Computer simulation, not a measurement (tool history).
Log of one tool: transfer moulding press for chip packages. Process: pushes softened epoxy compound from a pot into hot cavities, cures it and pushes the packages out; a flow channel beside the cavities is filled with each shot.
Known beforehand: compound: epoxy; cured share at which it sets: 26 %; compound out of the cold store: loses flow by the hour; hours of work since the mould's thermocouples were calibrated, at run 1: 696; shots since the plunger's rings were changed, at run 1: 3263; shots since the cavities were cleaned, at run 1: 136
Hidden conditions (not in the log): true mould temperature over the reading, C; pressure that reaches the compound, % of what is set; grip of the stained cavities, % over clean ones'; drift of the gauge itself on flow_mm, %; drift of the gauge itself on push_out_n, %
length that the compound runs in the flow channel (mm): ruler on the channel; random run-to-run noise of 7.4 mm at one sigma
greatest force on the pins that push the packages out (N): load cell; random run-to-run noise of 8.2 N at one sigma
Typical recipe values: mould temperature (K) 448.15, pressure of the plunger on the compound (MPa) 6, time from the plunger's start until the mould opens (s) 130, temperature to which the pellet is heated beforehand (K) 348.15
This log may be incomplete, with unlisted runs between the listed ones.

run	hour	mould temperature (K)	pressure of the plunger on the compound (MPa)	time from the plunger's start until the mould opens (s)	temperature to which the pellet is heated beforehand (K)	hours of work since the mould's thermocouples were calibrated	shots since the plunger's rings were changed	shots since the cavities were cleaned	incoming compound's hours out of the cold store	length that the compound runs in the flow channel (mm)	greatest force on the pins that push the packages out (N)
1	0	448.15	6	130	348.15	696	3263	136	11.4	832	414
2	62.3	448.15	6	167	348.15	722	3626	499	12.6	821	443
3	103.9	448.15	6	167	348.15	739	3867	740	45.7	750	449
4	150.7	448.15	6	167	348.15	759	4139	1012	25.1	799	495
# hour 159.6: cavities cleaned with cleaning compound and waxed
5	201.1	448.15	6	127	348.15	780	4423	241	33.3	773	483
6	256.5	448.15	6	127	348.15	803	4745	563	33.3	772	572
7	304.8	448.15	6	127	348.15	823	5026	844	29.9	771	603
# hour 343.3: cavities cleaned with cleaning compound and waxed
8	383.7	448.15	6	127	348.15	855	5475	234	18.7	789	476
# hour 397.6: mould's thermocouples calibrated
9	455	448.15	6	127	348.15	24	5878	637	33.5	760	562
# hour 478.7: plunger's sealing rings changed
10	492.7	448.15	6	130	348.15	39	81	842	38.4	813	570
# hour 528.9: cavities cleaned with cleaning compound and waxed
11	569.8	448.15	6	130	348.15	71	520	237	13.7	863	442
12	625.5	453.15	6	130	348.15	94	844	561	40.4	781	443
13	706.2	453.15	6	130	348.15	128	1313	1030	40.7	785	503
# hour 712: cavities cleaned with cleaning compound and waxed
14	786.1	448.15	6	130	348.15	161	1768	430	32.9	809	508
15	837.2	448.15	6.8	130	338.15	182	2065	727	30.8	871	544
# hour 898.2: cavities cleaned with cleaning compound and waxed
16	898.2	444.15	5.56	119	349.15	207	2411	0	27	797	547
17	949.1	455.15	5.46	111	355.15	228	2707	296	37.1	737	433
18	1022.7	445.15	5.91	130	348.15	259	3135	724	28.7	796	662
# hour 1081.4: cavities cleaned with cleaning compound and waxed
19	1101.6	445.15	5.91	130	348.15	292	3584	117	8.7	852	475
20	1160.1	445.15	5.91	130	348.15	316	3924	457	8.7	830	593
21	1196.8	445.15	5.91	169	344.15	331	4137	670	21.9	793	475
22	1235.5	449.15	4.6	154	346.15	348	4362	895	10.5	729	502
# hour 1264.2: cavities cleaned with cleaning compound and waxed
23	1294.1	449.15	4.6	154	346.15	372	4694	174	34.3	671	366
24	1370.5	441.15	6	133	348.15	404	5138	618	30.2	777	838
25	1406.2	448.15	5.67	130	348.15	419	5345	825	40.8	718	593
# hour 1445.4: cavities cleaned with cleaning compound and waxed
26	1475.4	448.15	5.04	116	353.15	447	5739	175	11.1	732	561
# hour 1524.6: plunger's sealing rings changed
27	1545.9	453.15	6.38	167	355.15	476	124	570	8.1	914	444
28	1599.2	445.15	6	130	345.15	498	433	879	28.1	860	706

Each run again, without the hidden state but with its own random variation kept:
run	length that the compound runs in the flow channel (mm)	greatest force on the pins that push the packages out (N)
1	875	354
2	869	308
3	796	286
4	853	300
5	828	378
6	832	380
7	835	371
8	861	377
9	837	371
10	814	356
11	870	354
12	792	302
13	801	303
14	833	363
15	900	347
16	829	533
17	770	328
18	838	416
19	903	416
20	885	416
21	849	314
22	783	314
23	725	302
24	846	535
25	785	367
26	805	447
27	915	297
28	864	427

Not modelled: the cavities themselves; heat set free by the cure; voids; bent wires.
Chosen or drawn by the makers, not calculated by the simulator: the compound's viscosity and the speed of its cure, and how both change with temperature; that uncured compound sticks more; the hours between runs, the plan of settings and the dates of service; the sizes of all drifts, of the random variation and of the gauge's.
